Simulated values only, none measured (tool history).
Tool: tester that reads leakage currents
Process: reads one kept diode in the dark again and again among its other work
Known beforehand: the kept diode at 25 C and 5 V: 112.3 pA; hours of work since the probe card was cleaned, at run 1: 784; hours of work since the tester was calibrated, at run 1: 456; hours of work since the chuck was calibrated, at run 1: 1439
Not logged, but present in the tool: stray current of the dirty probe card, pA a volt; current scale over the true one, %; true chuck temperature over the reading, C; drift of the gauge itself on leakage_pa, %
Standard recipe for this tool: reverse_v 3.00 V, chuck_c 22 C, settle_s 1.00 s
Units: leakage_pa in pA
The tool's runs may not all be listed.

| run | hour | reverse_v | chuck_c | settle_s | hours of work since the probe card was cleaned | hours of work since the tester was calibrated | hours of work since the chuck was calibrated | leakage_pa |
|---|---|---|---|---|---|---|---|---|
| 1 | 0.0 | 3.00 | 22 | 1.00 | 784 | 456 | 1439 | 70.85 |
| 2 | 237.9 | 3.00 | 22 | 1.00 | 894 | 566 | 1549 | 70.90 |
| 3 | 497.0 | 3.00 | 22 | 1.00 | 1013 | 686 | 1669 | 70.56 |
| 4 | 706.6 | 3.00 | 22 | 2.28 | 1110 | 783 | 1766 | 70.36 |
| 5 | 882.1 | 3.00 | 22 | 2.28 | 1192 | 864 | 1847 | 70.30 |
| 6 | 1009.9 | 3.00 | 22 | 2.28 | 1251 | 923 | 1906 | 70.27 |
| 7 | 1149.9 | 3.00 | 22 | 2.28 | 1316 | 988 | 1971 | 70.15 |
| 8 | 1414.5 | 3.00 | 22 | 2.28 | 1438 | 1110 | 2093 | 70.09 |
| 9 | 1540.7 | 3.00 | 22 | 2.28 | 1496 | 1169 | 2152 | 69.95 |
|  | 1636.9 | chuck's temperature calibrated |
| 10 | 1693.6 | 3.00 | 22 | 2.28 | 1566 | 1239 | 26 | 79.20 |
| 11 | 1849.7 | 3.03 | 22 | 1.00 | 1638 | 1311 | 98 | 79.71 |
|  | 1919.6 | probe card cleaned and baked |
| 12 | 2075.9 | 3.00 | 22 | 1.00 | 72 | 1414 | 202 | 74.52 |
| 13 | 2231.3 | 3.00 | 22 | 0.57 | 144 | 1486 | 274 | 74.86 |
| 14 | 2343.5 | 3.00 | 22 | 0.57 | 196 | 1538 | 325 | 74.78 |
| 15 | 2515.3 | 3.00 | 22 | 0.57 | 276 | 1617 | 405 | 74.59 |
| 16 | 2693.9 | 3.00 | 22 | 0.57 | 358 | 1700 | 488 | 74.62 |
| 17 | 2942.9 | 3.00 | 22 | 0.57 | 473 | 1815 | 603 | 74.29 |
| 18 | 3182.7 | 3.00 | 22 | 0.57 | 584 | 1926 | 714 | 74.46 |
| 19 | 3337.8 | 3.00 | 22 | 0.57 | 656 | 1998 | 785 | 74.23 |
| 20 | 3554.1 | 1.15 | 22 | 1.00 | 756 | 2098 | 886 | 50.22 |
| 21 | 3748.8 | 5.86 | 29 | 2.57 | 846 | 2188 | 976 | 155.53 |
| 22 | 3962.1 | 1.33 | 22 | 7.00 | 945 | 2287 | 1074 | 52.88 |
| 23 | 4123.6 | 2.37 | 54 | 1.00 | 1020 | 2361 | 1149 | 547.93 |
| 24 | 4347.6 | 2.37 | 54 | 1.00 | 1123 | 2465 | 1253 | 542.52 |
| 25 | 4478.4 | 1.02 | 29 | 4.93 | 1184 | 2525 | 1313 | 77.69 |
| 26 | 4686.1 | 1.02 | 22 | 4.93 | 1280 | 2622 | 1409 | 47.07 |
| 27 | 4872.2 | 3.09 | 36 | 4.93 | 1366 | 2708 | 1495 | 190.99 |
| 28 | 5033.6 | 19.19 | 22 | 0.78 | 1441 | 2782 | 1570 | 169.76 |
| 29 | 5199.4 | 19.19 | 22 | 0.78 | 1517 | 2859 | 1647 | 169.96 |
| 30 | 5424.6 | 6.08 | 24 | 1.00 | 1622 | 2963 | 1751 | 112.87 |
|  | 5538.4 | probe card cleaned and baked |
| 31 | 5641.7 | 6.08 | 24 | 1.00 | 48 | 3062 | 1850 | 102.92 |
| 32 | 5753.6 | 6.08 | 24 | 1.00 | 100 | 3114 | 1902 | 103.97 |
| 33 | 6009.8 | 16.07 | 37 | 2.27 | 218 | 3233 | 2020 | 370.83 |
| 34 | 6254.6 | 16.07 | 37 | 2.27 | 331 | 3346 | 2133 | 370.75 |
|  | 6398.9 | chuck's temperature calibrated |
| 35 | 6398.9 | 16.07 | 37 | 2.27 | 397 | 3412 | 0 | 415.98 |
| 36 | 6611.9 | 1.42 | 37 | 0.52 | 496 | 3510 | 99 | 162.19 |
| 37 | 6748.8 | 3.00 | 33 | 1.00 | 559 | 3573 | 162 | 164.49 |
| 38 | 6932.2 | 3.00 | 33 | 1.00 | 644 | 3658 | 247 | 164.33 |
| 39 | 7111.9 | 4.00 | 20 | 0.59 | 727 | 3741 | 330 | 74.77 |

Selected run-to-run steps in leakage_pa, each split into two signed amounts: the part the tool would show with no hidden state at all (from settings, incoming material and random variation), and the remainder, which goes to the hidden state together with any gauge scatter not common to the measured and the hidden-state-free results:
Run 22 -> 23: reverse_v 1.33 -> 2.37, chuck_c 22 -> 54, settle_s 7.00 -> 1.00. leakage_pa +495.05 pA: hidden state -23.08, all else +518.13.
Run 24 -> 25: reverse_v 2.37 -> 1.02, chuck_c 54 -> 29, settle_s 1.00 -> 4.93. leakage_pa -464.83 pA: hidden state +23.04, all else -487.87.
Run 27 -> 28: reverse_v 3.09 -> 19.19, chuck_c 36 -> 22, settle_s 4.93 -> 0.78. leakage_pa -21.23 pA: hidden state +23.64, all else -44.87.
Run 32 -> 33: reverse_v 6.08 -> 16.07, chuck_c 24 -> 37, settle_s 1.00 -> 2.27. leakage_pa +266.86 pA: hidden state -24.10, all else +290.96.
Run 34 -> 35: chuck's temperature calibrated. leakage_pa +45.23 pA: hidden state +45.05, all else +0.18.

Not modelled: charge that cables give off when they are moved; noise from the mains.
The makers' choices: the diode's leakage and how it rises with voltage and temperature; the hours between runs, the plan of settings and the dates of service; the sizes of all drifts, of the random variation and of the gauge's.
